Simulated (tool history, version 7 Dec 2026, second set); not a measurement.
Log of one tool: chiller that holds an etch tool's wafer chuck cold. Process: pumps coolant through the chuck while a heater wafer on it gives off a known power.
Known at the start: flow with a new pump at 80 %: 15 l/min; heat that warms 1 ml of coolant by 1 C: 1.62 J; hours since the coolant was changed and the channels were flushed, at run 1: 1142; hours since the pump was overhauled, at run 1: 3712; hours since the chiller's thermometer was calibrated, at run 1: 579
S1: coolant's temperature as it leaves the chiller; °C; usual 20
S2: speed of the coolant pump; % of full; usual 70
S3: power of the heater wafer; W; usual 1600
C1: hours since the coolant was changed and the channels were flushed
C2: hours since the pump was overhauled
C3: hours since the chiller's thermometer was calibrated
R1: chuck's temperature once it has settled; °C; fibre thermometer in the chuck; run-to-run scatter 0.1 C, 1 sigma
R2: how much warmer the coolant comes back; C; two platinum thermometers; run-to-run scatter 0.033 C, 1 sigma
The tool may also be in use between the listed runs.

Run 1, hour 0: usual settings; C1 1142; C2 3712; C3 579. Result: R1 42.4 °C, R2 4.59 C.
Run 2, hour 181.8: usual settings; C1 1324; C2 3893; C3 761. Result: R1 42.4 °C, R2 4.7 C.
Run 3, hour 305.3: usual settings but S1 27 °C; C1 1448; C2 4017; C3 884. Result: R1 49.3 °C, R2 4.61 C.
Run 4, hour 420: usual settings but S1 27 °C; C1 1562; C2 4132; C3 999. Result: R1 49.3 °C, R2 4.65 C.
Run 5, hour 537.3: usual settings but S1 27 °C; C1 1680; C2 4249; C3 1116. Result: R1 49.5 °C, R2 4.67 C.
Run 6, hour 666.9: usual settings but S2 88 % of full; C1 1809; C2 4379; C3 1246. Result: R1 38.2 °C, R2 3.6 C.
Run 7, hour 869: usual settings but S1 11 °C, S2 88 % of full, S3 1102 W; C1 2011; C2 4581; C3 1448. Result: R1 23.4 °C, R2 2.57 C.
Run 8, hour 993.1: usual settings but S1 21 °C, S3 1386 W; C1 2135; C2 4705; C3 1572. Result: R1 40.6 °C, R2 4.1 C.
Run 9, hour 1168.1: usual settings but S1 24 °C, S2 78 % of full, S3 1111 W; C1 2310; C2 4880; C3 1747. Result: R1 38 °C, R2 2.98 C.
Run 10, hour 1375.9: usual settings but S1 24 °C, S2 78 % of full, S3 2127 W; C1 2518; C2 5088; C3 1955. Result: R1 50.8 °C, R2 5.51 C.
Run 11, hour 1502.2: usual settings but S1 24 °C, S2 71 % of full, S3 1890 W; C1 2645; C2 5214; C3 2081. Result: R1 50.1 °C, R2 5.52 C.
Run 12, hour 1633.4: usual settings but S1 24 °C, S2 71 % of full, S3 1868 W; C1 2776; C2 5345; C3 2212. Result: R1 49.9 °C, R2 5.46 C.

Consider 5 possible next runs. They are alternatives, not a sequence: every one starts from the tool as it was left by run 12. What does each give?
Run A, hour 1843.1: usual settings but S1 24 °C, S2 68 % of full, S3 2303 W; C1 2986; C2 5555; C3 2422. Result: R1 ?, R2 ?.
Run B, hour 1843.1: usual settings but S2 86 % of full, S3 1548 W; C1 2986; C2 5555; C3 2422. Result: R1 ?, R2 ?.
Run C, hour 1843.1: usual settings but S2 97 % of full; C1 2986; C2 5555; C3 2422. Result: R1 ?, R2 ?.
Run D, hour 1843.1: usual settings but S1 10 °C, S2 88 % of full; C1 2986; C2 5555; C3 2422. Result: R1 ?, R2 ?.
Run E, hour 1843.1: usual settings but S1 28 °C, S2 78 % of full, S3 1868 W; C1 2986; C2 5555; C3 2422. Result: R1 ?, R2 ?.

run    R1    R2
  A  57.1  7.01
  B    38  3.74
  C  36.5  3.39
  D    28  3.78
  E  51.7  4.99
Without the tool's hidden state the same runs would have given:
run    R1    R2
  A  57.1  6.81
  B  37.9  3.54
  C  36.5  3.19
  D    28  3.58
  E  51.7  4.79
